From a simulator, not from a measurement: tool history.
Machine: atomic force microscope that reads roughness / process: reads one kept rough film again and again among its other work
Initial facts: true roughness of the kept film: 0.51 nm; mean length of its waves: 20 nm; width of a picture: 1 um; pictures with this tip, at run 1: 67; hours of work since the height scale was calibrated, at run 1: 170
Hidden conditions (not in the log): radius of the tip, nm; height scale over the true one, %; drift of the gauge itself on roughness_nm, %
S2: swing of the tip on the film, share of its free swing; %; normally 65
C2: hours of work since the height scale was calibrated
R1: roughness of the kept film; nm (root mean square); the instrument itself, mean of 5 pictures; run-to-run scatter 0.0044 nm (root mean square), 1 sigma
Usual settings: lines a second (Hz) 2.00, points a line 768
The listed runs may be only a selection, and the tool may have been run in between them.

{"run": 1, "hour": 0.0, "lines a second (Hz)": 2.0, "S2": 65, "points a line": 768, "pictures with this tip": 67, "C2": 170, "R1": 0.439}
{"run": 2, "hour": 5.2, "lines a second (Hz)": 2.0, "S2": 67, "points a line": 768, "pictures with this tip": 71, "C2": 172, "R1": 0.435}
{"hour": 7.4, "done": "new tip fitted"}
{"run": 3, "hour": 10.4, "lines a second (Hz)": 2.0, "S2": 67, "points a line": 768, "pictures with this tip": 2, "C2": 174, "R1": 0.462}
{"run": 4, "hour": 17.2, "lines a second (Hz)": 2.0, "S2": 67, "points a line": 768, "pictures with this tip": 8, "C2": 178, "R1": 0.465}
{"run": 5, "hour": 26.0, "lines a second (Hz)": 0.52, "S2": 65, "points a line": 768, "pictures with this tip": 15, "C2": 182, "R1": 0.471}
{"run": 6, "hour": 34.6, "lines a second (Hz)": 0.52, "S2": 65, "points a line": 768, "pictures with this tip": 22, "C2": 186, "R1": 0.465}
{"run": 7, "hour": 43.4, "lines a second (Hz)": 2.0, "S2": 65, "points a line": 768, "pictures with this tip": 30, "C2": 190, "R1": 0.455}
{"run": 8, "hour": 49.0, "lines a second (Hz)": 2.0, "S2": 65, "points a line": 768, "pictures with this tip": 34, "C2": 192, "R1": 0.448}
{"run": 9, "hour": 58.7, "lines a second (Hz)": 2.0, "S2": 65, "points a line": 768, "pictures with this tip": 42, "C2": 197, "R1": 0.459}
{"run": 10, "hour": 64.7, "lines a second (Hz)": 2.0, "S2": 65, "points a line": 768, "pictures with this tip": 47, "C2": 200, "R1": 0.448}
{"run": 11, "hour": 73.9, "lines a second (Hz)": 2.0, "S2": 65, "points a line": 768, "pictures with this tip": 55, "C2": 204, "R1": 0.447}
{"run": 12, "hour": 81.7, "lines a second (Hz)": 2.0, "S2": 65, "points a line": 768, "pictures with this tip": 61, "C2": 208, "R1": 0.436}
{"run": 13, "hour": 88.5, "lines a second (Hz)": 2.0, "S2": 71, "points a line": 768, "pictures with this tip": 67, "C2": 211, "R1": 0.425}
{"hour": 96.5, "done": "new tip fitted"}
{"run": 14, "hour": 97.5, "lines a second (Hz)": 1.28, "S2": 65, "points a line": 768, "pictures with this tip": 1, "C2": 215, "R1": 0.483}
{"run": 15, "hour": 106.6, "lines a second (Hz)": 1.28, "S2": 65, "points a line": 768, "pictures with this tip": 8, "C2": 219, "R1": 0.463}
{"run": 16, "hour": 116.2, "lines a second (Hz)": 0.84, "S2": 65, "points a line": 768, "pictures with this tip": 16, "C2": 223, "R1": 0.464}
{"run": 17, "hour": 123.3, "lines a second (Hz)": 0.84, "S2": 65, "points a line": 768, "pictures with this tip": 22, "C2": 227, "R1": 0.462}
{"run": 18, "hour": 130.2, "lines a second (Hz)": 0.84, "S2": 65, "points a line": 768, "pictures with this tip": 28, "C2": 230, "R1": 0.462}
{"run": 19, "hour": 137.0, "lines a second (Hz)": 1.81, "S2": 65, "points a line": 347, "pictures with this tip": 33, "C2": 233, "R1": 0.439}
{"run": 20, "hour": 144.0, "lines a second (Hz)": 0.53, "S2": 58, "points a line": 439, "pictures with this tip": 39, "C2": 236, "R1": 0.454}
{"run": 21, "hour": 150.7, "lines a second (Hz)": 0.54, "S2": 57, "points a line": 439, "pictures with this tip": 45, "C2": 239, "R1": 0.455}
{"run": 22, "hour": 157.5, "lines a second (Hz)": 0.54, "S2": 57, "points a line": 439, "pictures with this tip": 50, "C2": 243, "R1": 0.448}
{"run": 23, "hour": 164.7, "lines a second (Hz)": 0.54, "S2": 57, "points a line": 439, "pictures with this tip": 56, "C2": 246, "R1": 0.456}
{"run": 24, "hour": 170.2, "lines a second (Hz)": 0.54, "S2": 57, "points a line": 439, "pictures with this tip": 61, "C2": 249, "R1": 0.446}
{"run": 25, "hour": 177.3, "lines a second (Hz)": 2.0, "S2": 70, "points a line": 425, "pictures with this tip": 67, "C2": 252, "R1": 0.426}
{"run": 26, "hour": 181.3, "lines a second (Hz)": 3.72, "S2": 90, "points a line": 690, "pictures with this tip": 70, "C2": 254, "R1": 0.369}
{"hour": 184.9, "done": "new tip fitted"}
{"run": 27, "hour": 189.3, "lines a second (Hz)": 2.0, "S2": 82, "points a line": 768, "pictures with this tip": 3, "C2": 257, "R1": 0.443}
{"run": 28, "hour": 193.5, "lines a second (Hz)": 2.0, "S2": 69, "points a line": 768, "pictures with this tip": 7, "C2": 259, "R1": 0.459}
{"run": 29, "hour": 201.7, "lines a second (Hz)": 1.97, "S2": 81, "points a line": 702, "pictures with this tip": 14, "C2": 263, "R1": 0.446}

Below, some changes in R1 between adjacent runs. For each, the amount present without the hidden state too (settings, incoming material, random variation) and the amount remaining for the hidden state with gauge scatter not shared by both compared results:
Run 2 -> 3: new tip fitted. R1 +0.027 nm (root mean square): hidden state +0.028, all else -0.001.
Run 13 -> 14: lines a second (Hz) 2.00 -> 1.28, S2 71 -> 65, new tip fitted. R1 +0.058 nm (root mean square): hidden state +0.028, all else +0.030.
Run 26 -> 27: lines a second (Hz) 3.72 -> 2.00, S2 90 -> 82, points a line 690 -> 768, new tip fitted. R1 +0.074 nm (root mean square): hidden state +0.024, all else +0.050.
